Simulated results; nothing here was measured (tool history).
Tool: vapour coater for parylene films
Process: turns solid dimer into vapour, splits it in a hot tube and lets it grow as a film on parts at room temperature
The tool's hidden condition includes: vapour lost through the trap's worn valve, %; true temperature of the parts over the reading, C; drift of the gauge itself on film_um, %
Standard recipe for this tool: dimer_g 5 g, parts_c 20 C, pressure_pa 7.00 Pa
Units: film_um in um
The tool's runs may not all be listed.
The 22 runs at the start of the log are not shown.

| run | hour | dimer_g | parts_c | pressure_pa | hours of work since the trap's valve was overhauled | hours of work since the table's thermometer was calibrated | film_um |
|---|---|---|---|---|---|---|---|
| 23 | 813.5 | 3 | 21 | 4.06 | 261 | 500 | 1.08 |
| 24 | 864.1 | 3 | 22 | 4.06 | 289 | 528 | 1.07 |
| 25 | 896.7 | 4 | 25 | 7.00 | 307 | 546 | 1.16 |
| 26 | 929.9 | 9 | 24 | 3.30 | 326 | 565 | 3.21 |
| 27 | 981.7 | 9 | 30 | 4.62 | 355 | 594 | 2.58 |
| 28 | 1018.1 | 3 | 30 | 6.25 | 375 | 614 | 0.82 |
| 29 | 1050.0 | 3 | 18 | 7.00 | 393 | 632 | 1.00 |
| 30 | 1097.5 | 9 | 14 | 2.15 | 419 | 658 | 4.23 |
| 31 | 1145.1 | 2 | 25 | 7.00 | 446 | 685 | 0.54 |
| 32 | 1182.7 | 5 | 20 | 5.83 | 467 | 706 | 1.65 |
| 33 | 1205.8 | 2 | 20 | 4.12 | 480 | 719 | 0.72 |
|  | 1241.2 | trap's valve overhauled |
| 34 | 1241.2 | 4 | 12 | 5.73 | 0 | 737 | 1.71 |
| 35 | 1287.6 | 4 | 12 | 5.73 | 26 | 763 | 1.70 |
| 36 | 1322.1 | 8 | 18 | 2.22 | 45 | 782 | 3.67 |
| 37 | 1373.6 | 9 | 18 | 5.59 | 74 | 811 | 3.37 |
| 38 | 1419.3 | 2 | 18 | 5.83 | 100 | 836 | 0.74 |
| 39 | 1457.2 | 4 | 18 | 5.81 | 121 | 857 | 1.48 |
| 40 | 1497.7 | 4 | 18 | 5.81 | 144 | 880 | 1.49 |

Here are 4 independent what-if runs from the current tool condition. What would each one return?
| A | 1519.0 | 5 | 28 | 7.00 | 155 | 892 | ? |
| B | 1519.0 | 5 | 31 | 8.58 | 155 | 892 | ? |
| C | 1519.0 | 5 | 15 | 7.00 | 155 | 892 | ? |
| D | 1519.0 | 8 | 14 | 5.18 | 155 | 892 | ? |

| run | film_um |
|---|---|
| A | 1.42 |
| B | 1.28 |
| C | 1.90 |
| D | 3.27 |
Without the tool's hidden state the same runs would have given:
| run | film_um |
|---|---|
| A | 1.48 |
| B | 1.33 |
| C | 1.97 |
| D | 3.41 |
